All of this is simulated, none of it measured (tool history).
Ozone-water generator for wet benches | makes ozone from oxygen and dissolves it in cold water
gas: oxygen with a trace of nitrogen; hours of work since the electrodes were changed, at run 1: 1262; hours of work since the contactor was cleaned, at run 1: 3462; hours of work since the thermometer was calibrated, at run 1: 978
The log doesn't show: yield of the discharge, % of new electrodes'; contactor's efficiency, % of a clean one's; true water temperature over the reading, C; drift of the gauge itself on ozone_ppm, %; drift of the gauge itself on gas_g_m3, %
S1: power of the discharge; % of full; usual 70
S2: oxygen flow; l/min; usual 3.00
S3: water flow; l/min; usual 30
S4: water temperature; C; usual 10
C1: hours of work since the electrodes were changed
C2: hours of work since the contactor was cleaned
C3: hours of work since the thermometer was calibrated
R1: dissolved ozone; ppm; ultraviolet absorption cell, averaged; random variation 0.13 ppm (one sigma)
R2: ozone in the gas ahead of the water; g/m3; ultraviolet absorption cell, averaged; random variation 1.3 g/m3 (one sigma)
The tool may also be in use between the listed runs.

run 1 hour=0.0 | S1=70 S2=3.00 S3=30 S4=10 | C1=1262 C2=3462 C3=978 | R1=14.6 R2=232.6
run 2 hour=51.3 | S1=70 S2=3.00 S3=30 S4=10 | C1=1303 C2=3503 C3=1018 | R1=14.7 R2=235.8
run 3 hour=105.6 | S1=70 S2=4.46 S3=30 S4=10 | C1=1346 C2=3546 C3=1062 | R1=16.8 R2=196.2
run 4 hour=201.7 | S1=70 S2=4.46 S3=30 S4=10 | C1=1422 C2=3622 C3=1138 | R1=16.5 R2=193.1
run 5 hour=278.2 | S1=70 S2=4.46 S3=30 S4=10 | C1=1483 C2=3683 C3=1199 | R1=16.4 R2=193.9
-- hour=366.8 contactor cleaned
run 6 hour=386.4 | S1=70 S2=3.00 S3=34 S4=10 | C1=1566 C2=16 C3=1282 | R1=12.7 R2=233.5
run 7 hour=475.9 | S1=70 S2=3.00 S3=34 S4=10 | C1=1638 C2=87 C3=1353 | R1=12.7 R2=234.7
run 8 hour=589.9 | S1=70 S2=3.00 S3=34 S4=10 | C1=1728 C2=178 C3=1444 | R1=12.9 R2=233.8
run 9 hour=650.8 | S1=42 S2=3.00 S3=30 S4=10 | C1=1777 C2=226 C3=1492 | R1=9.8 R2=156.3
run 10 hour=735.1 | S1=70 S2=3.00 S3=30 S4=10 | C1=1844 C2=293 C3=1559 | R1=14.7 R2=231.3
run 11 hour=814.7 | S1=70 S2=3.00 S3=30 S4=8 | C1=1907 C2=356 C3=1623 | R1=15.0 R2=233.7
run 12 hour=923.8 | S1=70 S2=3.00 S3=30 S4=8 | C1=1994 C2=443 C3=1710 | R1=14.6 R2=229.2
run 13 hour=1026.0 | S1=70 S2=3.00 S3=30 S4=8 | C1=2075 C2=525 C3=1791 | R1=14.8 R2=232.1
run 14 hour=1089.8 | S1=70 S2=3.00 S3=30 S4=8 | C1=2126 C2=575 C3=1842 | R1=14.7 R2=231.5
run 15 hour=1141.6 | S1=70 S2=3.00 S3=30 S4=8 | C1=2167 C2=617 C3=1883 | R1=15.0 R2=231.3
run 16 hour=1188.3 | S1=70 S2=3.00 S3=30 S4=10 | C1=2204 C2=654 C3=1920 | R1=14.8 R2=233.1
run 17 hour=1288.6 | S1=41 S2=3.00 S3=30 S4=10 | C1=2284 C2=734 C3=2000 | R1=9.8 R2=153.1
run 18 hour=1359.8 | S1=81 S2=3.00 S3=25 S4=10 | C1=2341 C2=790 C3=2057 | R1=19.6 R2=259.2
run 19 hour=1453.6 | S1=69 S2=1.72 S3=25 S4=10 | C1=2416 C2=865 C3=2131 | R1=13.8 R2=295.8
run 20 hour=1547.0 | S1=98 S2=1.72 S3=41 S4=10 | C1=2490 C2=939 C3=2206 | R1=10.7 R2=386.9
run 21 hour=1648.8 | S1=47 S2=4.99 S3=30 S4=10 | C1=2571 C2=1020 C3=2287 | R1=12.4 R2=133.2
run 22 hour=1736.7 | S1=70 S2=1.86 S3=27 S4=10 | C1=2641 C2=1090 C3=2357 | R1=13.7 R2=281.2
run 23 hour=1796.3 | S1=97 S2=3.00 S3=30 S4=8 | C1=2688 C2=1138 C3=2404 | R1=19.3 R2=297.2
run 24 hour=1859.3 | S1=57 S2=4.11 S3=30 S4=10 | C1=2739 C2=1188 C3=2454 | R1=13.7 R2=169.6
run 25 hour=1923.4 | S1=57 S2=4.11 S3=30 S4=10 | C1=2789 C2=1239 C3=2505 | R1=13.8 R2=169.0
run 26 hour=2010.5 | S1=57 S2=3.09 S3=38 S4=9 | C1=2859 C2=1308 C3=2575 | R1=9.8 R2=192.5
run 27 hour=2061.9 | S1=57 S2=3.09 S3=38 S4=9 | C1=2900 C2=1349 C3=2615 | R1=9.9 R2=191.8
run 28 hour=2144.7 | S1=57 S2=3.09 S3=38 S4=9 | C1=2966 C2=1415 C3=2681 | R1=10.0 R2=195.0
run 29 hour=2223.7 | S1=74 S2=2.00 S3=34 S4=7 | C1=3028 C2=1478 C3=2744 | R1=11.5 R2=288.7
run 30 hour=2282.9 | S1=70 S2=3.00 S3=28 S4=5 | C1=3076 C2=1525 C3=2791 | R1=16.1 R2=232.0
run 31 hour=2390.8 | S1=70 S2=3.00 S3=28 S4=7 | C1=3161 C2=1611 C3=2877 | R1=16.1 R2=228.1
run 32 hour=2484.7 | S1=70 S2=3.00 S3=20 S4=7 | C1=3236 C2=1686 C3=2952 | R1=21.7 R2=228.3

5 ways to go on from here, each from the tool as it stands after run 32. What would each give?
run A hour=2560.9 | S1=70 S2=3.11 S3=20 S4=7 | C1=3297 C2=1746 C3=3013 | R1=? R2=?
run B hour=2560.9 | S1=62 S2=4.99 S3=34 S4=10 | C1=3297 C2=1746 C3=3013 | R1=? R2=?
run C hour=2560.9 | S1=70 S2=3.00 S3=46 S4=10 | C1=3297 C2=1746 C3=3013 | R1=? R2=?
run D hour=2560.9 | S1=73 S2=3.00 S3=24 S4=10 | C1=3297 C2=1746 C3=3013 | R1=? R2=?
run E hour=2560.9 | S1=72 S2=2.87 S3=30 S4=8 | C1=3297 C2=1746 C3=3013 | R1=? R2=?

run=A R1=22.2 R2=226.0
run=B R1=13.7 R2=165.2
run=C R1=9.2 R2=226.5
run=D R1=18.5 R2=235.3
run=E R1=14.8 R2=238.2
Without the tool's hidden state the same runs would have given:
run=A R1=22.3 R2=232.0
run=B R1=13.7 R2=169.5
run=C R1=9.3 R2=232.5
run=D R1=18.6 R2=241.6
run=E R1=14.8 R2=244.5
